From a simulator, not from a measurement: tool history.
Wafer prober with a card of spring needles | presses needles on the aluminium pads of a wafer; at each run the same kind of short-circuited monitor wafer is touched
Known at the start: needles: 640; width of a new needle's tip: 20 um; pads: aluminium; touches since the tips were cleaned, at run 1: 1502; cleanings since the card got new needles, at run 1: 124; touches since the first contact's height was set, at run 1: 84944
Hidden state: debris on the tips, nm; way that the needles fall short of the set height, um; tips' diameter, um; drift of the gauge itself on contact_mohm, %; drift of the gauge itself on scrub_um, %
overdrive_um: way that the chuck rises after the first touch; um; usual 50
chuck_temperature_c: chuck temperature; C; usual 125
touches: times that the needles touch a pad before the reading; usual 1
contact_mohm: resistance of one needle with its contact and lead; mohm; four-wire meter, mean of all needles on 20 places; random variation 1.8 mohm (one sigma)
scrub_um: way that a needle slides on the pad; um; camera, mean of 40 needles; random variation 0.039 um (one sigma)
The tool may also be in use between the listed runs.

run,hour,overdrive_um,chuck_temperature_c,touches,touches since the tips were cleaned,cleanings since the card got new needles,touches since the first contact's height was set,contact_mohm,scrub_um
1,0.0,50,125,1,1502,124,84944,237,12.49
# hour 6.0: tips cleaned on abrasive film
# hour 15.9: tips cleaned on abrasive film
# hour 26.1: tips cleaned on abrasive film
2,34.4,56,125,1,3338,127,98580,251,13.92
# hour 36.6: tips cleaned on abrasive film
# hour 46.3: tips cleaned on abrasive film
# hour 48.2: height of the first contact set anew
3,50.4,56,125,1,1518,129,873,223,13.60
# hour 56.7: tips cleaned on abrasive film
# hour 66.1: tips cleaned on abrasive film
4,73.2,56,125,1,2853,131,9922,247,13.58
# hour 75.2: tips cleaned on abrasive film
# hour 84.9: tips cleaned on abrasive film
# hour 95.2: tips cleaned on abrasive film
# hour 105.7: tips cleaned on abrasive film
5,109.5,50,125,1,1517,135,24245,243,11.89
# hour 115.3: tips cleaned on abrasive film
# hour 126.0: tips cleaned on abrasive film
6,129.5,50,125,1,1421,137,32171,240,11.89
# hour 135.6: tips cleaned on abrasive film
# hour 144.5: tips cleaned on abrasive film
7,144.5,50,125,1,0,139,38067,191,11.89
# hour 154.4: tips cleaned on abrasive film
# hour 165.0: tips cleaned on abrasive film
8,172.7,50,125,1,3052,141,49258,283,11.83
# hour 174.9: tips cleaned on abrasive film
# hour 184.8: tips cleaned on abrasive film
# hour 189.3: height of the first contact set anew, once more
# hour 195.7: tips cleaned on abrasive film
# hour 205.4: tips cleaned on abrasive film
9,206.6,50,125,1,463,145,6817,206,12.85
# hour 214.6: tips cleaned on abrasive film
# hour 224.7: tips cleaned on abrasive film
# hour 233.8: tips cleaned on abrasive film
10,233.8,50,125,1,0,148,17593,192,12.77
# hour 244.2: tips cleaned on abrasive film
# hour 254.1: tips cleaned on abrasive film
# hour 263.9: tips cleaned on abrasive film
11,266.7,50,125,1,1128,151,30618,225,12.68
# hour 272.6: tips cleaned on abrasive film
# hour 282.1: tips cleaned on abrasive film
# hour 291.7: tips cleaned on abrasive film
12,295.9,50,125,1,1673,154,42151,235,12.65
# hour 302.0: tips cleaned on abrasive film
# hour 310.7: tips cleaned on abrasive film
13,310.7,50,73,3,0,156,48007,178,12.61
# hour 320.3: tips cleaned on abrasive film
14,326.1,50,36,1,2280,157,54093,246,12.55
# hour 330.2: tips cleaned on abrasive film
# hour 340.0: tips cleaned on abrasive film
# hour 349.8: tips cleaned on abrasive film
15,352.6,50,36,1,1129,160,64588,212,12.59
# hour 358.9: tips cleaned on abrasive film
# hour 367.8: tips cleaned on abrasive film
16,367.8,67,112,2,0,162,70589,186,16.81
# hour 377.8: tips cleaned on abrasive film
# hour 388.3: tips cleaned on abrasive film
# hour 398.8: tips cleaned on abrasive film
17,400.1,67,112,2,551,165,83382,188,16.84
# hour 408.2: tips cleaned on abrasive film
# hour 418.0: tips cleaned on abrasive film
# hour 428.6: tips cleaned on abrasive film
18,429.7,50,62,2,430,168,95074,188,12.36
# hour 437.8: tips cleaned on abrasive film
# hour 447.4: tips cleaned on abrasive film
# hour 451.9: height of the first contact set anew
19,456.0,35,25,2,3318,170,1633,275,8.98
# hour 458.2: tips cleaned on abrasive film
# hour 468.5: tips cleaned on abrasive film
# hour 479.0: tips cleaned on abrasive film
20,479.0,50,46,1,0,173,10712,180,12.89
# hour 489.4: tips cleaned on abrasive film
# hour 501.4: card fitted with new needles
# hour 510.8: tips cleaned on abrasive film
21,517.6,50,46,1,2714,1,6409,228,12.91
# hour 519.8: tips cleaned on abrasive film
# hour 529.6: tips cleaned on abrasive film
# hour 538.9: tips cleaned on abrasive film
# hour 549.5: tips cleaned on abrasive film
22,550.0,57,46,1,230,5,19217,178,14.55
# hour 558.6: tips cleaned on abrasive film
# hour 568.9: tips cleaned on abrasive film
# hour 578.8: tips cleaned on abrasive film
23,582.6,51,42,1,1536,8,32113,205,13.00
# hour 588.3: tips cleaned on abrasive film
# hour 598.9: tips cleaned on abrasive film
# hour 608.9: tips cleaned on abrasive film
# hour 617.7: tips cleaned on abrasive film
24,619.0,51,42,1,501,12,46501,190,12.86

Forecast each of these 5 alternatives for the next run:
# hour 627.1: tips cleaned on abrasive film
# hour 637.4: tips cleaned on abrasive film
A,643.6,60,49,1,2483,14,56252,?,?
# hour 627.1: tips cleaned on abrasive film
# hour 637.4: tips cleaned on abrasive film
B,643.6,50,35,2,2483,14,56252,?,?
# hour 627.1: tips cleaned on abrasive film
# hour 637.4: tips cleaned on abrasive film
C,643.6,49,42,1,2483,14,56252,?,?
# hour 627.1: tips cleaned on abrasive film
# hour 637.4: tips cleaned on abrasive film
D,643.6,59,125,1,2483,14,56252,?,?
# hour 627.1: tips cleaned on abrasive film
# hour 637.4: tips cleaned on abrasive film
E,643.6,58,71,2,2483,14,56252,?,?

run,contact_mohm,scrub_um
A,213,15.15
B,205,12.53
C,232,12.25
D,224,14.85
E,201,14.69
Without the tool's hidden state the same runs would have given:
run,contact_mohm,scrub_um
A,167,15.46
B,166,12.85
C,166,12.56
D,182,15.17
E,172,15.01
